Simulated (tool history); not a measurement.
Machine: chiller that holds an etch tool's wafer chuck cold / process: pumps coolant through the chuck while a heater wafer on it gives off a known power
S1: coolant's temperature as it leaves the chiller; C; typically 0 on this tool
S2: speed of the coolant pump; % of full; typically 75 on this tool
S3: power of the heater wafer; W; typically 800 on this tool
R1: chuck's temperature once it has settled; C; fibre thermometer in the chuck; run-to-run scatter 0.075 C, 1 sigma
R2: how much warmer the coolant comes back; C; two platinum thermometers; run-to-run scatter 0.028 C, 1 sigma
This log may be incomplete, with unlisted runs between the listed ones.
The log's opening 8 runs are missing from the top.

run	day	S1	S2	S3	R1	R2
9	21.221	0	75	800	6.63	3.53
10	24.804	0	75	800	6.66	3.56
11	29.083	0	75	800	6.65	3.5
12	33.312	0	75	841	7.14	3.67
13	35.629	0	75	841	7.05	3.66
14	39.279	0	75	841	6.98	3.64
15	42.817	0	75	841	7.2	3.68
16	46.288	0	75	841	7.2	3.65
17	49.042	0	75	841	7.05	3.71
18	51.571	0	75	841	7.14	3.68
19	54.583	-5	70	413	-1.37	1.95
20	58.362	-5	98	413	-2.06	1.36
21	61.875	-5	98	413	-2.01	1.37
22	63.842	4	98	413	7.02	1.4
23	66.658	-2	75	594	3	2.58
24	69.762	2	76	532	6.43	2.28
25	72.821	2	76	532	6.47	2.27
26	76.892	3	83	1135	11.83	4.54
27	81.142	3	83	1135	12.06	4.47
28	83.717	5	62	751	12.12	3.95
29	86.671	8	75	751	14.41	3.29
30	90.3	-4	75	751	2.25	3.29
31	94.567	-4	75	751	2.23	3.33

5 ways to go on from here, each from the tool as it stands after run 31. What would each give?
A	96.608	-8	75	800	?	?
B	96.608	-8	99	535	?	?
C	96.608	9	75	751	?	?
D	96.608	-4	98	745	?	?
E	96.608	0	78	800	?	?

run	R1	R2
A	-1.39	3.5
B	-4.25	1.75
C	15.23	3.26
D	1.34	2.48
E	6.45	3.39
Take away the tool's hidden state, keep each run's random variation, and the runs would have read:
run	R1	R2
A	-1.42	3.49
B	-4.27	1.75
C	15.2	3.26
D	1.31	2.48
E	6.42	3.38
